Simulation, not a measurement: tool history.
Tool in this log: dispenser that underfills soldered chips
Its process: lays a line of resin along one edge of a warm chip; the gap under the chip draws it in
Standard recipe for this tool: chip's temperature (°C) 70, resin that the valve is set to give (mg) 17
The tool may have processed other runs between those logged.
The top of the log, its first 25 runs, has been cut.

run   hour  chip's temperature (°C)  resin that the valve is set to give (mg)  hours of work since the syringe was changed  hours of work since the valve was cleaned  hours of work since the stage was calibrated  time until the resin shows at the far edge (s)  resin that the valve gave (mg)
 26  116.4                       67                                      15.7                                            6                                         71                                           215                                           162.7                            14.9
 27  122.2                       67                                      15.7                                            9                                         75                                           219                                           205.3                           14.84
 28  124.9                       74                                      21.9                                           11                                         77                                           221                                           171.7                            20.9
       127  -- new syringe of resin
 29  128.2                       74                                      21.9                                            1                                         79                                           223                                            86.9                           20.93
 30  134.5                       74                                      16.1                                            5                                         82                                           226                                           119.7                           15.19
 31  138.2                       70                                      21.7                                            7                                         85                                           229                                             151                           20.45
 32  141.3                       77                                        19                                            9                                         87                                           231                                           137.1                           17.94
 33  144.8                       77                                        19                                           11                                         89                                           233                                             159                           17.93
     146.8  -- new syringe of resin
 34  151.4                       62                                      15.3                                            3                                         93                                           237                                           166.8                           14.39
 35  156.1                       77                                      17.6                                            6                                         96                                           240                                             115                           16.59
 36  159.9                       75                                      18.7                                            8                                         98                                           242                                           143.1                            17.7
 37  163.4                       68                                      18.1                                           10                                        100                                           244                                           210.4                           17.05

Here are 3 independent what-if runs from the current tool condition. What would each one return?
     166.6  -- new syringe of resin
  A   167                       70                                      16.8                                            0                                        102                                           246                                               ?                               ?
     166.6  -- new syringe of resin
  B   167                       59                                        22                                            0                                        102                                           246                                               ?                               ?
     166.6  -- new syringe of resin
  C   167                       57                                      15.4                                            0                                        102                                           246                                               ?                               ?

run  time until the resin shows at the far edge (s)  resin that the valve gave (mg)
  A                                           102.5                           15.62
  B                                           143.7                           20.76
  C                                           165.8                           14.35
Without the tool's unlogged condition, the same runs would have read:
run  time until the resin shows at the far edge (s)  resin that the valve gave (mg)
  A                                            92.2                            16.7
  B                                           130.5                            22.2
  C                                           147.3                           15.35

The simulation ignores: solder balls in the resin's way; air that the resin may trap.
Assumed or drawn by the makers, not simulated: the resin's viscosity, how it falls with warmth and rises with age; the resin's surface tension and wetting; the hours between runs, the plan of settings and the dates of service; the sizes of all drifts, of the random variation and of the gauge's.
